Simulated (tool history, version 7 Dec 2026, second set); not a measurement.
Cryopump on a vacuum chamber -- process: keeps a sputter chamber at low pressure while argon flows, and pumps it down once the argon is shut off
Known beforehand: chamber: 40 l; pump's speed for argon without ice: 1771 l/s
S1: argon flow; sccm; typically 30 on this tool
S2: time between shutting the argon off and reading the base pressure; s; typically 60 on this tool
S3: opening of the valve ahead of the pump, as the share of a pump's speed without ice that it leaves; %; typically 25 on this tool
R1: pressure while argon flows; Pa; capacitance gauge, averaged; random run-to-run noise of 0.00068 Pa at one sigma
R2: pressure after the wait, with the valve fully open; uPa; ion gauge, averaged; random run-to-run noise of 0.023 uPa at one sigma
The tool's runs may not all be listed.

run 1 day=0.000 | S1=30 S2=60 S3=25 | R1=0.1263 R2=0.99
run 2 day=2.488 | S1=30 S2=37 S3=25 | R1=0.1268 R2=1.45
-- day=4.829 pump warmed up, emptied and cooled again
run 3 day=6.283 | S1=30 S2=37 S3=31 | R1=0.0927 R2=1.37
run 4 day=8.196 | S1=30 S2=37 S3=31 | R1=0.0935 R2=1.36
run 5 day=10.133 | S1=30 S2=223 S3=25 | R1=0.1162 R2=0.55
run 6 day=14.083 | S1=30 S2=101 S3=25 | R1=0.1162 R2=0.84
run 7 day=16.767 | S1=30 S2=60 S3=33 | R1=0.0896 R2=1.11
run 8 day=20.933 | S1=30 S2=60 S3=35 | R1=0.0859 R2=1.25
run 9 day=25.392 | S1=30 S2=60 S3=47 | R1=0.0644 R2=1.32
run 10 day=29.150 | S1=30 S2=60 S3=47 | R1=0.0650 R2=1.42
run 11 day=32.533 | S1=30 S2=60 S3=47 | R1=0.0653 R2=1.41
run 12 day=37.117 | S1=30 S2=227 S3=25 | R1=0.1206 R2=1.07
run 13 day=41.312 | S1=30 S2=227 S3=25 | R1=0.1218 R2=1.14
run 14 day=45.958 | S1=50 S2=60 S3=25 | R1=0.2026 R2=1.75
run 15 day=49.888 | S1=22 S2=60 S3=25 | R1=0.0896 R2=1.84
run 16 day=52.679 | S1=30 S2=216 S3=25 | R1=0.1246 R2=1.50
run 17 day=54.917 | S1=30 S2=216 S3=25 | R1=0.1241 R2=1.47
run 18 day=58.779 | S1=15 S2=101 S3=46 | R1=0.0369 R2=1.81
run 19 day=60.925 | S1=42 S2=34 S3=15 | R1=0.2843 R2=2.61
run 20 day=64.554 | S1=20 S2=55 S3=21 | R1=0.0988 R2=2.23
run 21 day=69.112 | S1=17 S2=55 S3=15 | R1=0.1148 R2=2.36
run 22 day=72.412 | S1=18 S2=125 S3=25 | R1=0.0779 R2=2.10
run 23 day=76.138 | S1=43 S2=125 S3=16 | R1=0.2785 R2=2.18
-- day=79.004 pump warmed up, emptied and cooled again
run 24 day=80.533 | S1=17 S2=86 S3=42 | R1=0.0387 R2=1.79
run 25 day=82.496 | S1=17 S2=86 S3=42 | R1=0.0389 R2=1.93
run 26 day=84.938 | S1=17 S2=86 S3=42 | R1=0.0395 R2=1.93
run 27 day=87.238 | S1=48 S2=31 S3=52 | R1=0.0919 R2=2.86
run 28 day=91.458 | S1=48 S2=27 S3=49 | R1=0.0983 R2=3.09
-- day=92.283 leaking fittings of the chamber tightened, without venting
run 29 day=95.062 | S1=15 S2=190 S3=48 | R1=0.0327 R2=0.43
run 30 day=98.625 | S1=15 S2=190 S3=29 | R1=0.0509 R2=0.50
run 31 day=101.588 | S1=15 S2=190 S3=29 | R1=0.0519 R2=0.57
run 32 day=103.842 | S1=20 S2=60 S3=29 | R1=0.0684 R2=1.01
run 33 day=107.325 | S1=30 S2=44 S3=43 | R1=0.0722 R2=1.33
run 34 day=111.938 | S1=24 S2=60 S3=23 | R1=0.1041 R2=1.20

Alternative continuations, all from the tool just after run 34; predict every row:
run A day=114.871 | S1=21 S2=27 S3=23 | R1=? R2=?
run B day=114.871 | S1=35 S2=94 S3=30 | R1=? R2=?
run C day=114.871 | S1=30 S2=114 S3=25 | R1=? R2=?
run D day=114.871 | S1=14 S2=60 S3=17 | R1=? R2=?

run=A R1=0.0925 R2=2.06
run=B R1=0.1198 R2=1.07
run=C R1=0.1213 R2=0.94
run=D R1=0.0822 R2=1.26
With no hidden state in the tool, these same runs would have given:
run=A R1=0.0878 R2=1.63
run=B R1=0.1119 R2=0.63
run=C R1=0.1146 R2=0.51
run=D R1=0.0790 R2=0.82
